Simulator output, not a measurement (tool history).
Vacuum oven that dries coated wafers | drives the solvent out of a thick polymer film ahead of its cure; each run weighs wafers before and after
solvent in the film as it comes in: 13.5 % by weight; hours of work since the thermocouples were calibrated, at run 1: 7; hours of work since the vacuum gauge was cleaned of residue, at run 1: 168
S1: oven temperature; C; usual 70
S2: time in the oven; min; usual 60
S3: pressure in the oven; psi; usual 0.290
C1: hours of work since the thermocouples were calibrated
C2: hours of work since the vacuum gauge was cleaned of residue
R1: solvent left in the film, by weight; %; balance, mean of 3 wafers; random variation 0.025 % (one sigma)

run    hour  S1   S2     S3   C1    C2    R1
  1     0.0  70   60  0.290    7   168  2.04
  2    31.4  70   60  0.290   19   181  2.09
  3    96.4  70   60  0.290   46   207  2.09
  4   157.9  70   60  0.290   71   232  2.10
  5   207.1  70   60  0.290   91   252  2.16
  6   265.5  70   60  0.290  114   275  2.16
  7   292.0  70   60  0.290  125   286  2.16
  8   333.0  70   60  0.290  142   303  2.14
  9   372.4  70   60  0.290  157   319  2.11
 10   435.6  71   60  0.290  183   344  1.92
 11   488.2  70   59  0.290  204   365  2.21
 12   535.5  70   59  0.290  224   385  2.24
 13   567.8  70   59  0.290  237   398  2.24
 14   625.7  70   59  0.290  260   421  2.28
 15   681.0  70   59  0.290  282   444  2.26
 16   722.5  70   59  0.290  299   460  2.26
 17   779.5  80   60  0.290  322   483  0.69
 18   808.8  69   60  0.290  334   495  2.45
 19   846.1  69   60  0.290  349   510  2.51
 20   904.1  69   60  0.290  373   534  2.50
 21   963.6  70   60  0.290  397   558  2.27
 22  1003.6  70   60  0.290  413   574  2.29
 23  1030.8  70   60  0.290  424   585  2.35
 24  1093.1  69  104  0.187  449   610  1.07
 25  1130.9  69   42  0.193  465   626  3.60
 26  1188.1  78   60  0.181  488   649  0.66
 27  1235.2  78   60  0.181  507   668  0.67
 28  1273.5  55   60  0.181  522   683  6.96
 29  1330.2  55   73  0.255  545   706  6.55
 30  1381.0  73   39  0.336  566   727  2.95
 31  1437.6  73   39  0.336  589   750  2.98
     1444.9  -- oven's thermocouples calibrated
 32  1504.6  73   39  0.336   24   776  3.04
 33  1560.5  84   54  0.164   47   799  0.39
 34  1589.2  84   54  0.164   58   810  0.34
 35  1626.6  68   60  0.290   74   826  3.07
 36  1687.1  68   60  0.290   98   850  3.03
 37  1716.0  68   60  0.290  110   862  3.08
     1766.4  -- oven's thermocouples calibrated, once more
 38  1781.6  68   61  0.393    6   888  2.94
 39  1828.5  68   61  0.393   25   907  2.94
 40  1894.1  58   50  0.280   52   933  6.73
 41  1921.7  62   86  0.290   63   944  3.47
 42  1965.2  70   60  1.069   80   962  4.05
 43  2015.3  56   39  0.187  101   982  7.86
 44  2045.9  60   64  0.187  113   995  4.98
 45  2088.0  83   60  0.290  130  1012  0.56
 46  2151.4  70   69  0.290  156  1037  1.92

Forecast each of these 4 alternatives for the next run:
  A  2182.2  70   63  0.290  168  1050   ?
  B  2182.2  70   95  0.290  168  1050   ?
  C  2182.2  70   38  0.442  168  1050   ?
  D  2182.2  58  106  0.290  168  1050   ?

run    R1
  A  2.17
  B  1.36
  C  4.10
  D  4.12
Without the tool's hidden state the same runs would have given:
run    R1
  A  1.95
  B  1.19
  C  3.85
  D  3.80

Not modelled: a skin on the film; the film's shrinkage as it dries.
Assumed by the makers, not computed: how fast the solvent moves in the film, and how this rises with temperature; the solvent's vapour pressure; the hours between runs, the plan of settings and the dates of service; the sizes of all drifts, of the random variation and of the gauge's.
